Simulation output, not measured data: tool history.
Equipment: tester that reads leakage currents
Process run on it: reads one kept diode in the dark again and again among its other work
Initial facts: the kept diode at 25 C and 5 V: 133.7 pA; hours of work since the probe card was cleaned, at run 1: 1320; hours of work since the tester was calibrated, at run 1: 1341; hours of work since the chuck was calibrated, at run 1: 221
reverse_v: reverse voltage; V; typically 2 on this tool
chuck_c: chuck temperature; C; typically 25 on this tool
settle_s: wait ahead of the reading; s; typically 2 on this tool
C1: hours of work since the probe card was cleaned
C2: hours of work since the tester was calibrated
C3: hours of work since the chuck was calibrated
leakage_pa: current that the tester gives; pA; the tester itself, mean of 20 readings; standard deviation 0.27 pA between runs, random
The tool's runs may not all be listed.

Run 1, hour 0: usual settings; C1 1320; C2 1341; C3 221. Result: leakage_pa 86.25 pA.
Run 2, hour 107.8: usual settings; C1 1368; C2 1389; C3 268. Result: leakage_pa 86.4 pA.
Run 3, hour 342.9: usual settings; C1 1472; C2 1493; C3 372. Result: leakage_pa 86.44 pA.
Run 4, hour 470.8: usual settings but reverse_v 3.52 V; C1 1528; C2 1550; C3 429. Result: leakage_pa 112.61 pA.
Run 5, hour 680.1: usual settings but reverse_v 3.52 V, chuck_c 21 C; C1 1621; C2 1642; C3 522. Result: leakage_pa 82.96 pA.
Run 6, hour 893.8: usual settings but reverse_v 4.03 V, chuck_c 34 C; C1 1716; C2 1737; C3 616. Result: leakage_pa 231.92 pA.
At hour 918.8: chuck's temperature calibrated.
At hour 1037.9: probe card cleaned and baked.
Run 7, hour 1067.2: usual settings but reverse_v 4.03 V, chuck_c 34 C; C1 13; C2 1811; C3 64. Result: leakage_pa 227.51 pA.
Run 8, hour 1182.3: usual settings but chuck_c 56 C, settle_s 0.83 s; C1 64; C2 1862; C3 115. Result: leakage_pa 729.63 pA.
Run 9, hour 1304.5: usual settings but chuck_c 56 C, settle_s 0.83 s; C1 118; C2 1916; C3 169. Result: leakage_pa 728.48 pA.
Run 10, hour 1498.1: usual settings but reverse_v 16.32 V, chuck_c 56 C, settle_s 0.83 s; C1 204; C2 2002; C3 255. Result: leakage_pa 1969.53 pA.

Below are 4 alternative next runs, each starting from the tool's condition after run 10. Predict each:
Run A, hour 1710.4: usual settings but reverse_v 16.32 V, chuck_c 56 C, settle_s 0.66 s; C1 298; C2 2096; C3 349. Result: leakage_pa ?.
Run B, hour 1710.4: usual settings but reverse_v 4.1 V, chuck_c 56 C, settle_s 0.32 s; C1 298; C2 2096; C3 349. Result: leakage_pa ?.
Run C, hour 1710.4: usual settings but chuck_c 20 C, settle_s 4.78 s; C1 298; C2 2096; C3 349. Result: leakage_pa ?.
Run D, hour 1710.4: usual settings but reverse_v 16.32 V, chuck_c 51 C, settle_s 6.96 s; C1 298; C2 2096; C3 349. Result: leakage_pa ?.

run  leakage_pa
  A     1963.88
  B     1020.02
  C       55.26
  D     1415.13
The same runs, with their run-to-run variation unchanged, on a tool lacking any hidden condition would have given:
run  leakage_pa
  A     2064.91
  B     1073.08
  C       58.54
  D     1489.41
